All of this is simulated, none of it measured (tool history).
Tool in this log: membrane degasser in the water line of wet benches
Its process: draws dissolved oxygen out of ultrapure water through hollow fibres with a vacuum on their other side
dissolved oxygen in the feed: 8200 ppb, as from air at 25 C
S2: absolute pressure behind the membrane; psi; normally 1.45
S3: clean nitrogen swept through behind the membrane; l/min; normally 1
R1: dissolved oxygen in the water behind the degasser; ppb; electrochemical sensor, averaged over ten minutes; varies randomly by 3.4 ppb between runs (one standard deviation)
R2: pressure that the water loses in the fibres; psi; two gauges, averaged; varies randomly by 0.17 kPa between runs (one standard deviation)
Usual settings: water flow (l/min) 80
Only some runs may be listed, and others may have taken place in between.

run 1 hour=0 | water_flow_(l/min)=80 S2=1.45 S3=1 | R1=862.3 R2=3.707
run 2 hour=25.6 | water_flow_(l/min)=80 S2=1.45 S3=1 | R1=863.3 R2=3.751
run 3 hour=45.3 | water_flow_(l/min)=80 S2=0.94 S3=1 | R1=451.1 R2=3.748
run 4 hour=75.2 | water_flow_(l/min)=80 S2=1.45 S3=1 | R1=862.9 R2=3.767
run 5 hour=114.5 | water_flow_(l/min)=67 S2=1.45 S3=1 | R1=764.7 R2=3.146
run 6 hour=152.2 | water_flow_(l/min)=80 S2=1.45 S3=1 | R1=864.4 R2=3.777
run 7 hour=194 | water_flow_(l/min)=80 S2=1.45 S3=1 | R1=869.3 R2=3.713
run 8 hour=229.9 | water_flow_(l/min)=80 S2=1.45 S3=1 | R1=868.8 R2=3.733
run 9 hour=257.4 | water_flow_(l/min)=93 S2=1.45 S3=1 | R1=965.3 R2=4.374
run 10 hour=286.6 | water_flow_(l/min)=93 S2=1.45 S3=1 | R1=957.3 R2=4.389
run 11 hour=305.7 | water_flow_(l/min)=93 S2=1.45 S3=1 | R1=957.4 R2=4.351
run 12 hour=350.5 | water_flow_(l/min)=93 S2=1.45 S3=1 | R1=958.4 R2=4.338
run 13 hour=395.6 | water_flow_(l/min)=117 S2=1.45 S3=1 | R1=1104.7 R2=5.452
run 14 hour=422.3 | water_flow_(l/min)=117 S2=1.45 S3=1 | R1=1109 R2=5.452
run 15 hour=443.7 | water_flow_(l/min)=117 S2=1.35 S3=1 | R1=1014.8 R2=5.527
run 16 hour=481.2 | water_flow_(l/min)=117 S2=1.35 S3=1 | R1=1008.6 R2=5.49
run 17 hour=509.9 | water_flow_(l/min)=117 S2=1.35 S3=1 | R1=1005.7 R2=5.513
run 18 hour=554.9 | water_flow_(l/min)=117 S2=1.35 S3=1 | R1=1011.6 R2=5.498
run 19 hour=590.1 | water_flow_(l/min)=117 S2=2.84 S3=1 | R1=2298.2 R2=5.459
run 20 hour=629 | water_flow_(l/min)=60 S2=2.84 S3=1.21 | R1=1365.1 R2=2.806
run 21 hour=649.3 | water_flow_(l/min)=60 S2=2.84 S3=1.21 | R1=1359.4 R2=2.844
run 22 hour=673 | water_flow_(l/min)=60 S2=2.84 S3=1.21 | R1=1370.6 R2=2.876
run 23 hour=697.1 | water_flow_(l/min)=96 S2=3.57 S3=0.59 | R1=3275.5 R2=4.479
run 24 hour=733.9 | water_flow_(l/min)=96 S2=3.57 S3=0.59 | R1=3270.8 R2=4.524
run 25 hour=754.9 | water_flow_(l/min)=96 S2=3.57 S3=0.59 | R1=3282.9 R2=4.524
run 26 hour=801.1 | water_flow_(l/min)=121 S2=0.9 S3=1 | R1=567.6 R2=5.681

What does the tool deliver on the next run?
run 27 hour=837.1 | water_flow_(l/min)=121 S2=0.9 S3=1 | R1=? R2=?

R1: 571 ppb
R2: 5.722 psi
On a tool with no hidden condition, and with the same random variation, this run would have come out at R1 541.9 ppb, R2 5.642 psi.
